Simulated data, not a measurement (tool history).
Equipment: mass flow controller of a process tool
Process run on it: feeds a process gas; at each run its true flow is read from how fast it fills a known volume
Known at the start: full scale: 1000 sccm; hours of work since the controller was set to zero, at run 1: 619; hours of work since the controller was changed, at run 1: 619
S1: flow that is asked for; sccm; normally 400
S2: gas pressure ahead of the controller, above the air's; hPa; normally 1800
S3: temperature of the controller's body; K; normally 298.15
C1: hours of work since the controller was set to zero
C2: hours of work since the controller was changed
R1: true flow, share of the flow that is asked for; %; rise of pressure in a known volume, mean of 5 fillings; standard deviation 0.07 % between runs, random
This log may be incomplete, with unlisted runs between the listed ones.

run 1 hour=0.0 | S1=400 S2=1800 S3=298.15 | C1=619 C2=619 | R1=97.10
run 2 hour=337.3 | S1=400 S2=1800 S3=298.15 | C1=745 C2=745 | R1=96.99
run 3 hour=550.6 | S1=400 S2=1800 S3=294.15 | C1=825 C2=825 | R1=97.39
run 4 hour=872.1 | S1=400 S2=1550 S3=298.15 | C1=946 C2=946 | R1=96.87
run 5 hour=1139.1 | S1=400 S2=1800 S3=294.15 | C1=1046 C2=1046 | R1=96.89
run 6 hour=1475.9 | S1=400 S2=1800 S3=294.15 | C1=1173 C2=1173 | R1=96.93
run 7 hour=1615.0 | S1=400 S2=1800 S3=313.15 | C1=1225 C2=1225 | R1=94.89
run 8 hour=1899.4 | S1=400 S2=1800 S3=313.15 | C1=1332 C2=1332 | R1=94.73
run 9 hour=2104.7 | S1=400 S2=1800 S3=313.15 | C1=1409 C2=1409 | R1=94.60
run 10 hour=2417.3 | S1=400 S2=1800 S3=298.15 | C1=1526 C2=1526 | R1=96.03
run 11 hour=2652.2 | S1=400 S2=1800 S3=298.15 | C1=1614 C2=1614 | R1=95.98
run 12 hour=2941.2 | S1=139 S2=1800 S3=298.15 | C1=1723 C2=1723 | R1=94.00
run 13 hour=3158.9 | S1=400 S2=1800 S3=298.15 | C1=1805 C2=1805 | R1=95.68
run 14 hour=3484.0 | S1=400 S2=2320 S3=298.15 | C1=1927 C2=1927 | R1=95.26
run 15 hour=3702.9 | S1=400 S2=2320 S3=298.15 | C1=2009 C2=2009 | R1=95.10
run 16 hour=3884.5 | S1=400 S2=1800 S3=298.15 | C1=2077 C2=2077 | R1=95.31
run 17 hour=4173.4 | S1=400 S2=1800 S3=298.15 | C1=2186 C2=2186 | R1=95.03
run 18 hour=4482.2 | S1=540 S2=1800 S3=298.15 | C1=2301 C2=2301 | R1=95.80
run 19 hour=4777.5 | S1=540 S2=1800 S3=298.15 | C1=2412 C2=2412 | R1=95.57
run 20 hour=4926.3 | S1=418 S2=1800 S3=298.15 | C1=2468 C2=2468 | R1=94.87
-- hour=4953.7 controller's zero set anew
run 21 hour=5127.4 | S1=418 S2=1800 S3=298.15 | C1=65 C2=2544 | R1=94.71
run 22 hour=5336.9 | S1=418 S2=1800 S3=298.15 | C1=144 C2=2622 | R1=94.54
run 23 hour=5608.4 | S1=418 S2=1800 S3=298.15 | C1=246 C2=2724 | R1=94.45
run 24 hour=5781.4 | S1=418 S2=1800 S3=298.15 | C1=311 C2=2789 | R1=94.37
-- hour=6006.6 controller's zero set anew, once more
run 25 hour=6084.8 | S1=113 S2=1800 S3=298.15 | C1=29 C2=2903 | R1=93.78
run 26 hour=6309.8 | S1=320 S2=1550 S3=307.15 | C1=114 C2=2987 | R1=93.92
run 27 hour=6653.2 | S1=665 S2=1720 S3=295.15 | C1=243 C2=3116 | R1=95.93
run 28 hour=6946.5 | S1=665 S2=2320 S3=313.15 | C1=353 C2=3226 | R1=93.85
run 29 hour=7223.8 | S1=384 S2=1800 S3=296.15 | C1=457 C2=3331 | R1=94.52
run 30 hour=7554.6 | S1=198 S2=1610 S3=306.15 | C1=581 C2=3455 | R1=92.67
run 31 hour=7724.5 | S1=763 S2=1800 S3=298.15 | C1=645 C2=3519 | R1=95.60
run 32 hour=7937.5 | S1=293 S2=1800 S3=298.15 | C1=725 C2=3599 | R1=93.83
run 33 hour=8242.7 | S1=188 S2=2220 S3=300.15 | C1=840 C2=3713 | R1=92.48
run 34 hour=8469.7 | S1=188 S2=2220 S3=300.15 | C1=925 C2=3798 | R1=92.43
run 35 hour=8618.2 | S1=188 S2=2220 S3=300.15 | C1=981 C2=3854 | R1=92.26
run 36 hour=8801.1 | S1=188 S2=2220 S3=300.15 | C1=1049 C2=3923 | R1=92.24
run 37 hour=8956.7 | S1=400 S2=1830 S3=309.15 | C1=1108 C2=3981 | R1=92.62
run 38 hour=9275.4 | S1=202 S2=1550 S3=296.15 | C1=1227 C2=4101 | R1=92.81
run 39 hour=9432.1 | S1=412 S2=1550 S3=300.15 | C1=1286 C2=4160 | R1=93.46
run 40 hour=9641.4 | S1=400 S2=1800 S3=301.15 | C1=1365 C2=4238 | R1=93.13
run 41 hour=9940.6 | S1=261 S2=1950 S3=301.15 | C1=1477 C2=4351 | R1=92.14
run 42 hour=10129.2 | S1=261 S2=2190 S3=311.15 | C1=1548 C2=4421 | R1=91.22
run 43 hour=10330.2 | S1=120 S2=1800 S3=295.15 | C1=1623 C2=4497 | R1=91.05
run 44 hour=10492.8 | S1=120 S2=1800 S3=295.15 | C1=1684 C2=4558 | R1=91.03
run 45 hour=10712.1 | S1=120 S2=1800 S3=295.15 | C1=1767 C2=4640 | R1=90.91
run 46 hour=11005.9 | S1=400 S2=2690 S3=295.15 | C1=1877 C2=4751 | R1=92.72
run 47 hour=11289.9 | S1=400 S2=2690 S3=295.15 | C1=1984 C2=4857 | R1=92.51
run 48 hour=11499.6 | S1=146 S2=2780 S3=298.15 | C1=2062 C2=4936 | R1=90.02

The logged runs with the hidden state left out (each run's random variation unchanged):
Hidden conditions of the tool in this case: flow at rest that the sensor doesn't see, % of full scale; true flow over the shown one, %; drift of the gauge itself on true_pct, %.
run=1 R1=98.11
run=2 R1=98.14
run=3 R1=98.64
run=4 R1=98.26
run=5 R1=98.40
run=6 R1=98.61
run=7 R1=96.63
run=8 R1=96.61
run=9 R1=96.58
run=10 R1=98.16
run=11 R1=98.22
run=12 R1=97.26
run=13 R1=98.16
run=14 R1=97.89
run=15 R1=97.84
run=16 R1=98.13
run=17 R1=97.99
run=18 R1=98.72
run=19 R1=98.63
run=20 R1=98.13
run=21 R1=98.23
run=22 R1=98.15
run=23 R1=98.19
run=24 R1=98.19
run=25 R1=97.23
run=26 R1=97.20
run=27 R1=99.25
run=28 R1=97.29
run=29 R1=98.18
run=30 R1=96.75
run=31 R1=99.34
run=32 R1=97.92
run=33 R1=96.98
run=34 R1=97.04
run=35 R1=96.96
run=36 R1=97.04
run=37 R1=97.04
run=38 R1=97.82
run=39 R1=98.09
run=40 R1=97.88
run=41 R1=97.29
run=42 R1=96.46
run=43 R1=97.39
run=44 R1=97.49
run=45 R1=97.52
run=46 R1=98.07
run=47 R1=97.99
run=48 R1=96.76

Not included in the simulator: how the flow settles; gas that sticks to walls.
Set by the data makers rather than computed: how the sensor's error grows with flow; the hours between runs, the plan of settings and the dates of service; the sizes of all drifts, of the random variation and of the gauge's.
